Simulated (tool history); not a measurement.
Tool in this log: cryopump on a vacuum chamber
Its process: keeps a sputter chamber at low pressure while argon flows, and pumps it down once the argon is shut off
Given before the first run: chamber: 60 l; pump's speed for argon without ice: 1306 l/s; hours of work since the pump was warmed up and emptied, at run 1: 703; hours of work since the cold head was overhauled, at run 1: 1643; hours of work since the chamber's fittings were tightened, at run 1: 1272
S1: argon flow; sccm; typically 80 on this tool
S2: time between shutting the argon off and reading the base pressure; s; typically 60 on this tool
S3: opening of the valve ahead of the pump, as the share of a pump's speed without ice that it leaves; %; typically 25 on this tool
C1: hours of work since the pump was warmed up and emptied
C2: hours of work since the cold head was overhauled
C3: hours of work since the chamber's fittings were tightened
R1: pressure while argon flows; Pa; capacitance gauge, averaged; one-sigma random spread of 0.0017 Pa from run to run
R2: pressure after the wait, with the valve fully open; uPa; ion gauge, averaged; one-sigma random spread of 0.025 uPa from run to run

run,hour,S1,S2,S3,C1,C2,C3,R1,R2
1,0.0,80,60,25,703,1643,1272,0.4602,1.36
2,89.0,80,164,25,764,1704,1334,0.4647,0.88
3,166.5,80,50,25,817,1758,1387,0.4657,1.56
4,228.3,80,50,25,860,1800,1429,0.4730,1.63
# hour 262.0: pump warmed up, emptied and cooled again
5,270.7,102,60,25,6,1826,1455,0.5324,1.18
6,322.5,102,60,25,42,1861,1491,0.5321,1.20
7,411.5,80,60,40,103,1923,1552,0.2660,1.24
8,458.5,80,60,40,135,1955,1584,0.2695,1.28
9,521.3,80,60,25,178,1998,1627,0.4235,1.28
10,565.0,80,60,25,208,2028,1657,0.4266,1.30
11,627.1,80,60,25,251,2071,1700,0.4272,1.27
12,663.5,80,60,25,276,2096,1725,0.4298,1.32
13,740.9,80,60,25,329,2149,1778,0.4343,1.35
14,796.0,80,60,25,367,2187,1816,0.4369,1.37
15,854.9,80,60,25,408,2227,1857,0.4404,1.35
16,939.7,80,60,25,466,2286,1915,0.4403,1.40
17,986.7,80,60,25,498,2318,1947,0.4408,1.48
18,1071.7,80,60,25,557,2376,2006,0.4448,1.48
19,1149.4,80,60,37,610,2430,2059,0.3169,1.51
20,1238.9,38,49,26,672,2491,2121,0.2100,1.62
21,1312.3,60,44,19,722,2542,2171,0.4434,1.88
22,1374.8,155,87,15,765,2585,2214,1.4277,1.34
23,1447.6,150,158,25,815,2635,2264,0.8710,1.16
24,1511.7,42,113,37,859,2679,2308,0.1782,1.29
# hour 1548.5: pump warmed up, emptied and cooled again
25,1598.7,58,95,24,34,2735,2365,0.3169,1.10
26,1662.1,52,100,19,78,2779,2408,0.3599,1.08
27,1702.5,52,100,19,106,2807,2436,0.3596,1.12
28,1739.6,80,89,25,131,2832,2461,0.4200,1.15
29,1818.4,80,89,25,186,2886,2516,0.4282,1.20
30,1887.1,80,89,25,233,2934,2563,0.4278,1.17
31,1974.1,80,89,25,293,2993,2623,0.4333,1.19
32,2063.3,58,60,53,354,3055,2684,0.1569,1.52
33,2118.5,58,106,32,392,3093,2722,0.2504,1.19
34,2208.4,83,39,50,454,3154,2784,0.2437,1.94

Consider 3 possible next runs. They are alternatives, not a sequence: every one starts from the tool as it was left by run 34. What does each give?
A,2266.3,83,24,50,493,3194,2823,?,?
B,2266.3,46,93,60,493,3194,2823,?,?
C,2266.3,34,150,48,493,3194,2823,?,?

run,R1,R2
A,0.2452,2.74
B,0.1165,1.29
C,0.1052,1.16
The same runs, with their run-to-run variation unchanged, on a tool lacking any hidden condition would have given:
run,R1,R2
A,0.2153,2.12
B,0.1001,0.68
C,0.0929,0.54

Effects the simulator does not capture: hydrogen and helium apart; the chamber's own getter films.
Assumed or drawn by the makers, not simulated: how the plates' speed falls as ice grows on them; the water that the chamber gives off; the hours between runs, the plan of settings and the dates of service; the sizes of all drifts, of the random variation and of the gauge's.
